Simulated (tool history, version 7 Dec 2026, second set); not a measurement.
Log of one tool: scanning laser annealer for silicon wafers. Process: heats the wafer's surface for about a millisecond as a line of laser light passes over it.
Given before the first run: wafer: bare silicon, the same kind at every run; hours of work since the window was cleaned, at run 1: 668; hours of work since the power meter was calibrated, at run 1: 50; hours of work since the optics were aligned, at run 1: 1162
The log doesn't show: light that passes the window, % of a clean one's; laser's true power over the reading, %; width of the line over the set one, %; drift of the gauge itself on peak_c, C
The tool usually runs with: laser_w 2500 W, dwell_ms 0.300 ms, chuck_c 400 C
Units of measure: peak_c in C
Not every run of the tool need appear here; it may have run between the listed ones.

run	day	laser_w	dwell_ms	chuck_c	hours of work since the window was cleaned	hours of work since the power meter was calibrated	hours of work since the optics were aligned	peak_c
1	0.000	2500	0.300	400	668	50	1162	1085
2	0.254	2500	0.300	400	672	54	1166	1081
3	0.442	2500	0.300	400	675	57	1169	1081
4	0.708	2500	0.300	375	679	61	1173	1058
5	1.029	2500	0.300	375	684	66	1178	1058
6	1.342	2500	0.300	375	688	71	1183	1060
7	1.729	2551	0.372	375	694	77	1189	1148
8	2.162	2551	0.372	375	701	84	1195	1150
9	2.500	2551	0.372	375	706	89	1200	1149
10	2.733	2277	0.300	403	710	92	1204	1006
11	2.971	2277	0.300	403	714	96	1208	1009

Forecast each of these 5 alternatives for the next run:
A	3.338	2608	0.242	432	719	102	1213	?
B	3.338	2301	0.322	425	719	102	1213	?
C	3.338	2684	0.357	400	719	102	1213	?
D	3.338	2585	0.219	403	719	102	1213	?
E	3.338	2500	0.308	412	719	102	1213	?

run	peak_c
A	1085
B	1059
C	1207
D	1016
E	1099
With the hidden condition removed and each run's random variation left untouched, the same runs would have given:
run	peak_c
A	1141
B	1115
C	1278
D	1069
E	1159
